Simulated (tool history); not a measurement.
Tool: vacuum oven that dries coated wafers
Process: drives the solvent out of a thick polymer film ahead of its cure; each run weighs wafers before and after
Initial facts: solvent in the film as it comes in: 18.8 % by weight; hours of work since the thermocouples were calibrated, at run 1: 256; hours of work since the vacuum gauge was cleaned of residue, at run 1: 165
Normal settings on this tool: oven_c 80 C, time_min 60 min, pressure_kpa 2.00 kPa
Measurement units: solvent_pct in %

run,hour,oven_c,time_min,pressure_kpa,hours of work since the thermocouples were calibrated,hours of work since the vacuum gauge was cleaned of residue,solvent_pct
1,0.0,80,60,2.00,256,165,3.35
2,11.7,80,60,2.00,263,172,3.44
3,32.2,80,60,2.00,276,186,3.39
4,50.4,80,60,2.00,288,197,3.43
5,69.5,80,59,2.00,300,209,3.52
6,95.5,94,60,2.00,317,226,1.15
7,110.4,94,60,2.00,326,235,1.21
8,132.5,94,60,2.00,340,250,1.25
9,150.5,80,60,2.00,352,261,3.41
10,162.9,80,60,2.00,360,269,3.38
11,188.7,80,60,2.98,376,286,3.69
12,201.1,80,60,2.98,384,293,3.75
13,216.5,80,60,2.00,394,303,3.50
14,230.8,80,60,2.00,403,312,3.37
15,242.9,93,60,2.00,411,320,1.31
16,262.8,80,60,2.00,424,333,3.41
17,280.1,78,60,2.00,435,344,3.91
18,301.3,80,59,2.00,448,357,3.54
19,323.1,80,59,2.00,462,371,3.51
20,337.3,79,60,2.00,471,380,3.59
21,355.9,79,60,2.00,483,392,3.69
22,381.8,79,60,2.00,500,409,3.75
23,397.3,79,60,2.00,510,419,3.73
# hour 400.2: vacuum gauge cleaned of residue and calibrated
24,424.9,80,45,2.00,526,16,4.93
# hour 445.1: vacuum gauge cleaned of residue and calibrated, once more
25,448.7,80,45,2.00,541,2,4.83
26,459.6,80,45,3.43,548,9,5.33
27,477.7,72,62,1.34,559,21,4.89
28,489.4,89,51,5.16,567,28,3.16
29,501.7,84,60,2.00,574,36,2.64
30,524.6,78,60,1.85,589,51,3.92
31,535.9,78,60,1.85,596,58,3.81
32,549.8,67,44,2.00,605,67,8.24
33,563.1,67,68,6.46,614,75,8.24
34,581.8,67,68,6.46,626,87,8.32
35,599.2,78,67,1.77,637,98,3.36
36,623.9,78,67,1.77,653,114,3.30
37,638.8,78,67,1.77,662,124,3.44
38,658.8,83,49,2.00,675,137,3.78
39,678.8,69,44,2.00,688,149,7.83
40,701.9,90,75,1.95,702,164,1.23
41,725.5,71,60,2.99,717,179,6.05
42,745.9,71,60,3.69,731,192,6.41
43,764.7,71,60,1.70,743,204,5.60
44,776.9,78,34,3.58,750,212,7.34
45,798.9,78,34,3.58,764,226,7.40
46,815.5,78,34,3.58,775,237,7.41

Branching from run 46: 4 alternative next runs. What would each branch give?
A,837.7,68,34,2.36,789,251,?
B,837.7,80,60,7.54,789,251,?
C,837.7,80,60,2.09,789,251,?
D,837.7,81,46,1.04,789,251,?

run,solvent_pct
A,9.52
B,5.32
C,3.62
D,4.37
Without the tool's unlogged condition, the same runs would have read:
run,solvent_pct
A,9.28
B,5.05
C,3.40
D,4.14
